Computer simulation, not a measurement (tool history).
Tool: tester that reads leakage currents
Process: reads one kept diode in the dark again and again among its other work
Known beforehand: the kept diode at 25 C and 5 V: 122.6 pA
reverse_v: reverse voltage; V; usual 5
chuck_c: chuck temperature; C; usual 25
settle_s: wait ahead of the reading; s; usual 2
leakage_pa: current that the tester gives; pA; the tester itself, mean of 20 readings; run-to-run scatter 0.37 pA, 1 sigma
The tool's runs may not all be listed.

run,hour,reverse_v,chuck_c,settle_s,leakage_pa
1,0,5,25,2,127.32
2,27.9,5,25,2,127.96
3,59.7,5,25,1.62,128.58
4,104.5,5,33,1.62,231.37
5,141.7,5,25,2,128.22
6,175.4,5,25,2,128.54
7,213.4,5,25,2,128.5
8,254.2,5,25,2,129.87
9,279.6,5,25,0.68,129.83
10,302.4,5,25,0.68,130.54
11,345.6,5,25,0.68,130.42
12,388,11.2,25,0.68,180.07
13,419.6,11.2,25,8.15,180.37
14,451.7,11.2,25,8.15,178.7
15,497.7,11.2,25,8.15,180.7
16,519.4,11.2,55,0.59,1421.16
17,539.2,11.2,55,0.59,1411.6
18,566.6,5,25,0.75,131.75
19,605.6,14.28,21,0.31,153.09
20,629.8,14.28,21,0.31,152.91
21,661.5,16.82,25,2,214.94
22,683.8,4.26,57,5.19,1118.54
23,722.5,8.34,20,5.01,112.03
24,763.7,17.96,25,1.07,223.04
25,783.8,11.07,33,9,323.05
26,815.4,11.07,33,9,322.25
27,853.3,1.06,25,4.58,72.71
28,885.8,1.06,25,4.58,72.27
29,917.2,12.82,25,4.58,194.09

Here are 5 independent what-if runs from the current tool condition. What would each one return?
A,962.8,12.82,46,4.58,?
B,962.8,12.82,39,2.53,?
C,962.8,10.48,45,0.98,?
D,962.8,8.98,59,0.4,?
E,962.8,3.58,22,2,?

run,leakage_pa
A,838.24
B,522.2
C,725.47
D,1695.78
E,92.86
Take away the tool's hidden state, keep each run's random variation, and the runs would have read:
run,leakage_pa
A,796.39
B,490.49
C,689.83
D,1632.06
E,85.59

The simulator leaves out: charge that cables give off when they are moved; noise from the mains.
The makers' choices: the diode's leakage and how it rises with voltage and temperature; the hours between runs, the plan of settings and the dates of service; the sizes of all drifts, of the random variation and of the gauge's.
